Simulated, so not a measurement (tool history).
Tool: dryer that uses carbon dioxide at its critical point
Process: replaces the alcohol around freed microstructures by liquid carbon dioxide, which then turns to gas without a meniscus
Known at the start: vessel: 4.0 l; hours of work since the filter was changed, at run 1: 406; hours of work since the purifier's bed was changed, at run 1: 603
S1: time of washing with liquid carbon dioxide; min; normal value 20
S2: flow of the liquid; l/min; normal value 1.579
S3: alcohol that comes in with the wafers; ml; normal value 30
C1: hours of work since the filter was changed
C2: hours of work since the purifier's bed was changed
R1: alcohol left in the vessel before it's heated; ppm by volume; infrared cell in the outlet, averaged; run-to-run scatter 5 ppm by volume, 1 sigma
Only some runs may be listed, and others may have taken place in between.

run 1 hour=0 | S1=20 S2=1.579 S3=30 | C1=406 C2=603 | R1=244
run 2 hour=14.6 | S1=20 S2=0.99 S3=30 | C1=413 C2=610 | R1=367
run 3 hour=30.3 | S1=20 S2=0.99 S3=30 | C1=420 C2=618 | R1=364
run 4 hour=50.4 | S1=20 S2=0.99 S3=30 | C1=430 C2=627 | R1=372
run 5 hour=75.2 | S1=20 S2=0.99 S3=30 | C1=442 C2=639 | R1=381
run 6 hour=105.3 | S1=22 S2=1.579 S3=30 | C1=456 C2=654 | R1=266
run 7 hour=126.1 | S1=28 S2=1.63 S3=30 | C1=467 C2=664 | R1=257
run 8 hour=150.1 | S1=18 S2=1.579 S3=30 | C1=478 C2=676 | R1=287
-- hour=165.9 inlet filter changed
run 9 hour=179.8 | S1=18 S2=1 S3=42 | C1=7 C2=689 | R1=412
run 10 hour=193.6 | S1=20 S2=1 S3=105 | C1=13 C2=696 | R1=526
run 11 hour=226.2 | S1=20 S2=2.15 S3=29 | C1=29 C2=712 | R1=260
run 12 hour=252.3 | S1=20 S2=2.15 S3=29 | C1=42 C2=724 | R1=280

Here are 5 independent what-if runs from the current tool condition. What would each one return?
run A hour=277.9 | S1=20 S2=1.39 S3=30 | C1=54 C2=737 | R1=?
run B hour=277.9 | S1=23 S2=1.24 S3=26 | C1=54 C2=737 | R1=?
run C hour=277.9 | S1=29 S2=1.77 S3=29 | C1=54 C2=737 | R1=?
run D hour=277.9 | S1=21 S2=1.36 S3=33 | C1=54 C2=737 | R1=?
run E hour=277.9 | S1=20 S2=2.07 S3=22 | C1=54 C2=737 | R1=?

run=A R1=295
run=B R1=285
run=C R1=280
run=D R1=297
run=E R1=274
Without the tool's unlogged condition, the same runs would have read:
run=A R1=19
run=B R1=13
run=C R1=12
run=D R1=18
run=E R1=3
